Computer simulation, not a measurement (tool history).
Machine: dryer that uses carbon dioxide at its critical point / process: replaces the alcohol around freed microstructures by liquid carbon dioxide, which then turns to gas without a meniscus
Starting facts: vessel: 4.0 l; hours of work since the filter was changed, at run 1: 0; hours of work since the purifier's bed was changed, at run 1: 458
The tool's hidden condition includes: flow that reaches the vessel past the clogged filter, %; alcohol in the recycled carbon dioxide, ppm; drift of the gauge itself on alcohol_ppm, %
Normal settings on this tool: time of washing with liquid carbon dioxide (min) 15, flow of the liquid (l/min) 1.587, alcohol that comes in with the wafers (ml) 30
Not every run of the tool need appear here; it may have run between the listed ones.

run	hour	time of washing with liquid carbon dioxide (min)	flow of the liquid (l/min)	alcohol that comes in with the wafers (ml)	hours of work since the filter was changed	hours of work since the purifier's bed was changed	alcohol left in the vessel before it's heated (ppm by volume)
1	0	15	1.587	30	0	458	195
2	49.6	15	1.587	30	22	480	198
3	84.6	17	1.587	30	38	496	152
4	128.9	17	1.587	30	57	516	153
5	166.8	17	1.587	30	74	533	175
6	198.8	12	1.59	90	88	547	1007
7	236.9	12	1.59	111	105	564	1236
8	271.5	22	2.64	30	121	579	104
9	326.4	13	1.587	30	145	604	367
10	358.7	13	1.587	30	160	618	377

A few steps of alcohol left in the vessel before it's heated (ppm by volume) between consecutive runs. Split each: what settings, incoming material and random variation would produce without the hidden state, and what is left over for the hidden state, along with gauge scatter present in only one of the two compared results (measured, and without hidden state):
Run 7 -> 8: time of washing with liquid carbon dioxide (min) 12 -> 22, flow of the liquid (l/min) 1.59 -> 2.64, alcohol that comes in with the wafers (ml) 111 -> 30. alcohol left in the vessel before it's heated (ppm by volume) -1132: hidden state -261, all else -871.

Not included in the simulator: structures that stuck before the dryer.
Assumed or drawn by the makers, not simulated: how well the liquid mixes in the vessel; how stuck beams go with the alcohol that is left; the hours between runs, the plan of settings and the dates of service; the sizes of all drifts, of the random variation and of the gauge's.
